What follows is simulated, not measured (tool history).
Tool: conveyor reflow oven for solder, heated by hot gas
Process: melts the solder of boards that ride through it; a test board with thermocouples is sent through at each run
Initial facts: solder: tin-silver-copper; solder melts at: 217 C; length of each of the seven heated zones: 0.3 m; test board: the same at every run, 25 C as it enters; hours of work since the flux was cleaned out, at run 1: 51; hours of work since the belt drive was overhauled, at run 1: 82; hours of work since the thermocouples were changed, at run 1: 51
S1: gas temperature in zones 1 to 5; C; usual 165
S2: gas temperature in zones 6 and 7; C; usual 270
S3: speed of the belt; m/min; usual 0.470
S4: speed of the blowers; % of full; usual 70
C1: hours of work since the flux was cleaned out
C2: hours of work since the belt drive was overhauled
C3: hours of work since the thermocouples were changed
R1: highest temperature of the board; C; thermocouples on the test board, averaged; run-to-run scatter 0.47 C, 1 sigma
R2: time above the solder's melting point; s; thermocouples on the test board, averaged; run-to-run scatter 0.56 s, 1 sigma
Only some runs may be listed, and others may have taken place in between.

run,hour,S1,S2,S3,S4,C1,C2,C3,R1,R2
1,0.0,165,270,0.470,70,51,82,51,248.8,51.8
2,9.7,165,270,0.462,70,56,88,56,249.1,52.6
3,17.3,165,270,0.425,70,61,92,61,252.3,59.8
4,22.0,152,270,0.425,70,64,95,64,250.2,54.5
5,31.8,152,270,0.425,70,69,101,69,249.8,54.4
6,40.2,152,270,0.425,70,74,106,74,250.8,54.5
7,47.4,165,270,0.470,68,78,110,78,246.9,50.1
8,57.5,165,270,0.470,68,84,116,84,247.5,50.0
9,67.4,165,270,0.470,68,90,122,90,248.1,50.0
10,75.4,165,270,0.470,80,95,126,95,251.5,54.2
11,85.1,165,270,0.470,66,100,132,100,247.6,49.4
12,91.7,165,270,0.470,70,104,136,104,248.4,50.7
13,98.0,165,270,0.470,70,108,139,108,248.2,49.7
14,105.9,164,269,0.398,74,113,144,113,254.5,66.1
15,115.5,164,269,0.398,74,118,150,118,253.6,66.5
16,124.2,164,269,0.398,74,123,155,123,254.5,66.6
17,133.9,164,269,0.398,74,129,160,129,255.0,67.0
18,138.9,160,274,0.417,82,132,163,132,259.0,65.6
19,146.7,165,270,0.470,70,136,168,136,247.7,50.0
20,156.2,165,270,0.548,80,142,173,142,245.9,40.5
21,162.5,165,263,0.548,55,146,177,146,229.0,20.2
22,170.6,171,270,0.470,64,150,182,150,246.5,50.6
23,175.3,171,270,0.470,64,153,185,153,246.7,50.7

Predict each of these 5 candidate next runs independently; none follows another, all start after run 23:
A,185.0,155,284,0.470,70,159,190,159,?,?
B,185.0,174,270,0.470,64,159,190,159,?,?
C,185.0,171,270,0.428,89,159,190,159,?,?
D,185.0,165,258,0.492,70,159,190,159,?,?
E,185.0,155,270,0.470,70,159,190,159,?,?

run,R1,R2
A,257.9,53.3
B,247.7,51.5
C,256.2,66.3
D,236.0,36.6
E,246.7,45.4
Stripped of hidden state, with their random variation kept, the same runs would have yielded:
run,R1,R2
A,260.1,54.7
B,249.4,53.1
C,257.9,67.4
D,237.8,39.0
E,248.7,47.3

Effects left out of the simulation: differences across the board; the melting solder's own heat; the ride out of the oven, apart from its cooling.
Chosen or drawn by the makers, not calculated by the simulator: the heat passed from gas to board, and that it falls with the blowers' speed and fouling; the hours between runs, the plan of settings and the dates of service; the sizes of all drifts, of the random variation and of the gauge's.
